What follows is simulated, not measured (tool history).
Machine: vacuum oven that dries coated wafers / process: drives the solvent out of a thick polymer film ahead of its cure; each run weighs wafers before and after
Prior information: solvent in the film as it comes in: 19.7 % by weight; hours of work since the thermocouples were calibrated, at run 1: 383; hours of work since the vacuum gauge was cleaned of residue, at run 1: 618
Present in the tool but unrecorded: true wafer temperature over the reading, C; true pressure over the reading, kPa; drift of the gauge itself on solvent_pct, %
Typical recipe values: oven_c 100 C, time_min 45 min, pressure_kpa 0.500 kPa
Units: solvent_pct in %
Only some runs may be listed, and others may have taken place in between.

run    hour  oven_c  time_min  pressure_kpa  hours of work since the thermocouples were calibrated  hours of work since the vacuum gauge was cleaned of residue  solvent_pct
  1     0.0     100        45         0.500                                                    383                                                          618         2.85
  2    76.7     100        45         0.500                                                    418                                                          653         2.78
  3   159.6     100        45         0.500                                                    455                                                          691         2.84
  4   240.0     100        45         0.500                                                    492                                                          727         2.78
  5   334.5      91        45         0.500                                                    534                                                          770         5.41
  6   421.2      91        45         0.500                                                    574                                                          809         5.27
  7   514.9     100        45         0.500                                                    616                                                          852         2.92
  8   606.3     100        45         0.533                                                    658                                                          893         2.92
  9   676.2      92        76         0.592                                                    689                                                          925         2.50
 10   741.4      93        76         0.592                                                    719                                                          955         2.21
 11   847.3      93        63         0.468                                                    767                                                         1003         3.03
 12   949.0     112        63         0.468                                                    813                                                         1049         0.37
 13  1030.8      93        35         0.834                                                    850                                                         1086         6.44
 14  1102.2      93        35         0.834                                                    883                                                         1118         6.49
 15  1192.5     110        36         0.592                                                    924                                                         1159         1.74

4 ways to go on from here, each from the tool as it stands after run 15. What would each give?
  A  1240.0      93        37         1.046                                                    945                                                         1181            ?
  B  1240.0      87        42         0.806                                                    945                                                         1181            ?
  C  1240.0      86        45         0.500                                                    945                                                         1181            ?
  D  1240.0     110        36         0.318                                                    945                                                         1181            ?

run  solvent_pct
  A         6.24
  B         7.16
  C         6.89
  D         1.63
What these runs would have given with no unlogged condition in the tool:
run  solvent_pct
  A         6.22
  B         7.14
  C         6.87
  D         1.62

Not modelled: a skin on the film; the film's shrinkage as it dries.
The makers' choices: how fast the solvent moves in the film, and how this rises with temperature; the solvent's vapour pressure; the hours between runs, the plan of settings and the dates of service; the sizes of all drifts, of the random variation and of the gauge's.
